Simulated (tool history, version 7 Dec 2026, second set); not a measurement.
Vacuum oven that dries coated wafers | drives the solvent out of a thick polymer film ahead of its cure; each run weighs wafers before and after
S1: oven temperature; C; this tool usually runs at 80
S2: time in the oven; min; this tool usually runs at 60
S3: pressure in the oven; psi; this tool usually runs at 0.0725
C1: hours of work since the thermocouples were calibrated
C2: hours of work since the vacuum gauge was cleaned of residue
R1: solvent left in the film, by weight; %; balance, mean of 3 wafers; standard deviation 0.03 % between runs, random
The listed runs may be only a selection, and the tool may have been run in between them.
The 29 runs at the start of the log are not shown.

run	day	S1	S2	S3	C1	C2	R1
30	37.229	80	68	0.2052	403	1696	1.45
31	38.600	80	96	0.2849	426	1719	1.59
32	39.788	80	96	0.2849	445	1739	1.55
33	40.979	80	96	0.2849	465	1758	1.61
34	42.158	72	75	0.0573	484	1778	1.74
35	43.817	90	60	0.0725	512	1805	0.29
36	44.721	65	62	0.1913	527	1820	5.99
37	45.488	67	65	0.1572	540	1833	4.64

For run 38, what comes out?
# day 45.679: vacuum gauge cleaned of residue and calibrated
38	46.446	83	100	0.0725	554	13	?

R1: 0.38 %
Without the tool's hidden state the same run would have given R1 0.38 %.
